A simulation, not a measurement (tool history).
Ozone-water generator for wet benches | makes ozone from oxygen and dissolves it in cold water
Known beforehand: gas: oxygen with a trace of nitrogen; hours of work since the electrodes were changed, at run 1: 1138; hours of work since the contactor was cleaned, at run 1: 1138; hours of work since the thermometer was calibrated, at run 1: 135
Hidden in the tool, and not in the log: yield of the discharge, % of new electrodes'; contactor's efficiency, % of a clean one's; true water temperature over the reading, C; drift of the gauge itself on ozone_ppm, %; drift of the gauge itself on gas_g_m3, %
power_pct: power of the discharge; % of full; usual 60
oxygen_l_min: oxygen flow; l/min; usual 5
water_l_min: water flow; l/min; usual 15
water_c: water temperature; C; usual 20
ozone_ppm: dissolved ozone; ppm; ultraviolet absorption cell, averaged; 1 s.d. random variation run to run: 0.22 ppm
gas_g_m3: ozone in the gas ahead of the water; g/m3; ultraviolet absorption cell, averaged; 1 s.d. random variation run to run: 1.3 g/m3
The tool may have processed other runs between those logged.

| run | day | power_pct | oxygen_l_min | water_l_min | water_c | hours of work since the electrodes were changed | hours of work since the contactor was cleaned | hours of work since the thermometer was calibrated | ozone_ppm | gas_g_m3 |
|---|---|---|---|---|---|---|---|---|---|---|
| 1 | 0 | 60 | 5 | 15 | 20 | 1138 | 1138 | 135 | 31.9 | 239.5 |
| 2 | 0.921 | 60 | 5 | 15 | 20 | 1160 | 1160 | 157 | 32.2 | 239.2 |
| 3 | 2.267 | 60 | 5 | 15 | 20 | 1192 | 1192 | 189 | 32.2 | 240.2 |
| 4 | 3.754 | 60 | 5 | 15 | 20 | 1228 | 1228 | 225 | 31.9 | 237.8 |
| 5 | 4.446 | 60 | 5 | 15 | 20 | 1244 | 1244 | 241 | 31.5 | 239.3 |
| 6 | 5.433 | 60 | 5 | 15 | 20 | 1268 | 1268 | 265 | 32.1 | 237.3 |
| 7 | 6.138 | 60 | 5 | 15 | 20 | 1285 | 1285 | 282 | 32 | 237.6 |
| 8 | 7.321 | 60 | 5 | 15 | 26 | 1313 | 1313 | 310 | 28.8 | 238 |
| 9 | 7.979 | 60 | 5 | 15 | 18 | 1329 | 1329 | 325 | 32.7 | 237.4 |
| 10 | 9.125 | 60 | 5 | 15 | 18 | 1356 | 1356 | 353 | 33.1 | 240.6 |
| 11 | 10.604 | 60 | 5 | 15 | 20 | 1391 | 1391 | 388 | 31.9 | 237.4 |
| 12 | 11.3 | 60 | 5 | 15 | 20 | 1408 | 1408 | 405 | 32 | 236.7 |
| 13 | 12.633 | 60 | 6.62 | 15 | 20 | 1439 | 1439 | 436 | 31.8 | 208.8 |
| 14 | 13.454 | 82 | 5.34 | 10 | 25 | 1459 | 1459 | 456 | 46.7 | 293.7 |
| 15 | 14.079 | 82 | 8.54 | 10 | 25 | 1474 | 1474 | 471 | 41.8 | 232.8 |
| 16 | 15.233 | 82 | 8.54 | 10 | 25 | 1501 | 1501 | 498 | 41.5 | 231.5 |
| 17 | 16.671 | 82 | 8.54 | 10 | 25 | 1536 | 1536 | 533 | 41.9 | 231.7 |

Expected results for the next run?
| 18 | 18.067 | 98 | 6.82 | 15 | 25 | 1569 | 1569 | 566 | ? | ? |

{"run 18": {"ozone_ppm": 41.1, "gas_g_m3": 298.6}}
Take away the tool's hidden state, keep the run-to-run variation as it was, and the same run would have given ozone_ppm 43.5 ppm, gas_g_m3 311.5 g/m3.

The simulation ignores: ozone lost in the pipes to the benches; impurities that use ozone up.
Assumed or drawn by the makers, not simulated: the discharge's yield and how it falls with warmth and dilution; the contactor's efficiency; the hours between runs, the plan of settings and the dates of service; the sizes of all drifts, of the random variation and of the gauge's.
